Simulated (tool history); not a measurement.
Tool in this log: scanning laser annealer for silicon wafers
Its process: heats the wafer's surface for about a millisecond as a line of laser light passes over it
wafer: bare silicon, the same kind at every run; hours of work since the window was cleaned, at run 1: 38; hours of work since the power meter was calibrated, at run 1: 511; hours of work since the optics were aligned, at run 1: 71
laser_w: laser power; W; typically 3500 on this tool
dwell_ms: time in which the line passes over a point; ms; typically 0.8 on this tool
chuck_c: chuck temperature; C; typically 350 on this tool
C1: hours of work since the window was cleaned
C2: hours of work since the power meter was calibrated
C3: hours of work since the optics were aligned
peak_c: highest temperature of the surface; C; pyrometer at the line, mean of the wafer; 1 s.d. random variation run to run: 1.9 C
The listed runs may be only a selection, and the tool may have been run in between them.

{"run": 1, "day": 0.0, "laser_w": 3500, "dwell_ms": 0.8, "chuck_c": 350, "C1": 38, "C2": 511, "C3": 71, "peak_c": 1104}
{"run": 2, "day": 0.875, "laser_w": 3500, "dwell_ms": 0.8, "chuck_c": 350, "C1": 52, "C2": 525, "C3": 84, "peak_c": 1104}
{"run": 3, "day": 1.733, "laser_w": 3500, "dwell_ms": 0.8, "chuck_c": 350, "C1": 66, "C2": 539, "C3": 98, "peak_c": 1102}
{"run": 4, "day": 2.433, "laser_w": 3500, "dwell_ms": 0.8, "chuck_c": 350, "C1": 77, "C2": 550, "C3": 109, "peak_c": 1101}
{"run": 5, "day": 2.908, "laser_w": 3500, "dwell_ms": 0.718, "chuck_c": 350, "C1": 84, "C2": 557, "C3": 117, "peak_c": 1063}
{"run": 6, "day": 3.392, "laser_w": 3500, "dwell_ms": 0.604, "chuck_c": 350, "C1": 92, "C2": 565, "C3": 124, "peak_c": 1006}
{"run": 7, "day": 4.217, "laser_w": 3500, "dwell_ms": 0.8, "chuck_c": 350, "C1": 105, "C2": 578, "C3": 137, "peak_c": 1098}
{"run": 8, "day": 4.733, "laser_w": 3500, "dwell_ms": 0.8, "chuck_c": 350, "C1": 113, "C2": 586, "C3": 146, "peak_c": 1093}
{"run": 9, "day": 5.479, "laser_w": 3500, "dwell_ms": 0.8, "chuck_c": 350, "C1": 125, "C2": 598, "C3": 157, "peak_c": 1090}
{"run": 10, "day": 6.304, "laser_w": 3500, "dwell_ms": 0.8, "chuck_c": 344, "C1": 138, "C2": 611, "C3": 171, "peak_c": 1082}
{"run": 11, "day": 6.867, "laser_w": 3500, "dwell_ms": 0.8, "chuck_c": 344, "C1": 147, "C2": 620, "C3": 179, "peak_c": 1085}
{"run": 12, "day": 7.821, "laser_w": 3500, "dwell_ms": 0.8, "chuck_c": 344, "C1": 162, "C2": 635, "C3": 195, "peak_c": 1082}
{"run": 13, "day": 8.321, "laser_w": 3500, "dwell_ms": 0.8, "chuck_c": 344, "C1": 170, "C2": 643, "C3": 202, "peak_c": 1083}
{"run": 14, "day": 9.308, "laser_w": 3500, "dwell_ms": 0.8, "chuck_c": 344, "C1": 186, "C2": 659, "C3": 218, "peak_c": 1080}
{"run": 15, "day": 9.946, "laser_w": 3500, "dwell_ms": 0.8, "chuck_c": 344, "C1": 196, "C2": 669, "C3": 228, "peak_c": 1078}
{"run": 16, "day": 10.521, "laser_w": 3605, "dwell_ms": 0.874, "chuck_c": 317, "C1": 205, "C2": 678, "C3": 237, "peak_c": 1106}
{"run": 17, "day": 11.204, "laser_w": 3605, "dwell_ms": 0.874, "chuck_c": 317, "C1": 216, "C2": 689, "C3": 248, "peak_c": 1105}

For run 18, what comes out?
{"run": 18, "day": 11.725, "laser_w": 3346, "dwell_ms": 0.915, "chuck_c": 358, "C1": 224, "C2": 697, "C3": 256, "peak_c": "?"}

Logged for run 18: peak_c 1100 C.
If the tool had no hidden condition, the same run with the same run-to-run variation would have returned peak_c 1135 C.
